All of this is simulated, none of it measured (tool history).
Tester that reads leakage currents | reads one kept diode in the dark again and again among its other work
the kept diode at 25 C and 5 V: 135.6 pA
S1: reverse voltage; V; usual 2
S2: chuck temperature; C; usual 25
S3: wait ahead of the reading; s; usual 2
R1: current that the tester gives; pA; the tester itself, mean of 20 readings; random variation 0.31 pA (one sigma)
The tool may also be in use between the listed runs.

run 1 hour=0 | S1=2 S2=25 S3=2 | R1=108.7
run 2 hour=75.1 | S1=2 S2=25 S3=2 | R1=109.74
run 3 hour=153.5 | S1=2 S2=25 S3=2 | R1=109.92
run 4 hour=219.5 | S1=2 S2=25 S3=2 | R1=110.49
run 5 hour=313.1 | S1=2 S2=25 S3=2 | R1=110.21
run 6 hour=384.2 | S1=2 S2=36 S3=2 | R1=275.14
run 7 hour=466.3 | S1=2 S2=27 S3=2 | R1=131.34
run 8 hour=546.9 | S1=2 S2=27 S3=2 | R1=131.35
run 9 hour=634.6 | S1=2 S2=27 S3=2 | R1=130.89
run 10 hour=700 | S1=2 S2=28 S3=2 | R1=142.94
-- hour=714.8 chuck's temperature calibrated
run 11 hour=783.1 | S1=2 S2=28 S3=2 | R1=147.63
run 12 hour=869.2 | S1=2 S2=28 S3=2 | R1=147.29
run 13 hour=940.3 | S1=2 S2=28 S3=2 | R1=148.28
run 14 hour=991.3 | S1=2 S2=25 S3=6.31 | R1=114.65
run 15 hour=1038.9 | S1=2 S2=30 S3=1.65 | R1=175.08
-- hour=1109.9 chuck's temperature calibrated, once more
run 16 hour=1126.2 | S1=8.96 S2=25 S3=2 | R1=187.46
run 17 hour=1182.4 | S1=9.68 S2=24 S3=0.79 | R1=179.83
run 18 hour=1260.5 | S1=9.68 S2=24 S3=0.79 | R1=180.02
run 19 hour=1344.9 | S1=9.68 S2=24 S3=0.79 | R1=182.23
-- hour=1407.4 probe card cleaned and baked
run 20 hour=1407.4 | S1=9.68 S2=34 S3=0.48 | R1=371.67
run 21 hour=1494.1 | S1=13.3 S2=34 S3=2.61 | R1=412.67
run 22 hour=1583.9 | S1=15.62 S2=25 S3=1.44 | R1=202.77

5 ways to go on from here, each from the tool as it stands after run 22. What would each give?
run A hour=1633.1 | S1=15.62 S2=24 S3=2.29 | R1=?
run B hour=1633.1 | S1=10.88 S2=22 S3=4.17 | R1=?
run C hour=1633.1 | S1=12.09 S2=53 S3=1.44 | R1=?
run D hour=1633.1 | S1=2.93 S2=32 S3=2 | R1=?
run E hour=1633.1 | S1=2 S2=31 S3=8.43 | R1=?

run=A R1=185.76
run=B R1=137.44
run=C R1=1778.39
run=D R1=212.89
run=E R1=173.16
Without the tool's hidden state the same runs would have given:
run=A R1=181.41
run=B R1=134.3
run=C R1=1756.38
run=D R1=209.98
run=E R1=170.84
